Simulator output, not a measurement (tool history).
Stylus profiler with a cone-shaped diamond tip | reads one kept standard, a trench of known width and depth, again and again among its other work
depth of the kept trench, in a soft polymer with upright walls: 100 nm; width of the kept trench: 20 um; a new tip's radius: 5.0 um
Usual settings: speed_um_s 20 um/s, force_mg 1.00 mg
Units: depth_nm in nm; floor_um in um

run 1 hour=0.0 | speed_um_s=20 force_mg=1.00 | depth_nm=101.04 floor_um=17.79
run 2 hour=18.6 | speed_um_s=30 force_mg=1.00 | depth_nm=101.04 floor_um=17.67
run 3 hour=43.5 | speed_um_s=20 force_mg=1.00 | depth_nm=101.06 floor_um=17.75
run 4 hour=80.6 | speed_um_s=20 force_mg=1.00 | depth_nm=101.07 floor_um=17.75
run 5 hour=105.8 | speed_um_s=20 force_mg=1.00 | depth_nm=101.12 floor_um=17.76
run 6 hour=142.5 | speed_um_s=20 force_mg=1.00 | depth_nm=101.07 floor_um=17.69
run 7 hour=171.7 | speed_um_s=20 force_mg=1.00 | depth_nm=101.16 floor_um=17.70
run 8 hour=208.2 | speed_um_s=20 force_mg=1.00 | depth_nm=101.09 floor_um=17.75
run 9 hour=231.5 | speed_um_s=20 force_mg=1.00 | depth_nm=101.11 floor_um=17.67
run 10 hour=249.4 | speed_um_s=23 force_mg=1.20 | depth_nm=101.23 floor_um=17.68
run 11 hour=282.0 | speed_um_s=49 force_mg=2.72 | depth_nm=101.98 floor_um=17.63

Run 12 comes next. What will it give?
run 12 hour=309.7 | speed_um_s=49 force_mg=2.72 | depth_nm=? floor_um=?

depth_nm: 101.92 nm
floor_um: 17.62 um
Without the tool's hidden state the same run would have given depth_nm 101.67 nm, floor_um 17.76 um.
